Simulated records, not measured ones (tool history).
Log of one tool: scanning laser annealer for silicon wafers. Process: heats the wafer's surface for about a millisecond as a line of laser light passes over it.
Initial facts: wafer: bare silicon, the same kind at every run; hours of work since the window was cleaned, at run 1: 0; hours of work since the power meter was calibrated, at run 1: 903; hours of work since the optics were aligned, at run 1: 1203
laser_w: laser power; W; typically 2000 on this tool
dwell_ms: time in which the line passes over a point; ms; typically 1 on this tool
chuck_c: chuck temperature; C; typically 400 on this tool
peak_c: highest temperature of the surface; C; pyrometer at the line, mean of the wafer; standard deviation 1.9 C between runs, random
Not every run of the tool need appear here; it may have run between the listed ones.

| run | day | laser_w | dwell_ms | chuck_c | hours of work since the window was cleaned | hours of work since the power meter was calibrated | hours of work since the optics were aligned | peak_c |
|---|---|---|---|---|---|---|---|---|
| 1 | 0 | 2000 | 1 | 400 | 0 | 903 | 1203 | 1222 |
| 2 | 1.425 | 2000 | 1 | 400 | 16 | 920 | 1219 | 1224 |
| 3 | 2.658 | 2000 | 1 | 400 | 31 | 934 | 1234 | 1227 |
| 4 | 3.971 | 2000 | 1 | 400 | 46 | 949 | 1249 | 1221 |
| 5 | 5.792 | 2000 | 1 | 400 | 67 | 970 | 1270 | 1222 |
| 6 | 7.546 | 2000 | 1.09 | 409 | 87 | 990 | 1290 | 1273 |

Run 7 comes next. What will it give?
|  | 7.783 | window over the wafer cleaned |
| 7 | 9.346 | 2000 | 1 | 372 | 18 | 1010 | 1310 | ? |

{"run 7": {"peak_c": 1192}}
If the tool had no hidden condition, the same run with the same run-to-run variation would have returned peak_c 1203 C.
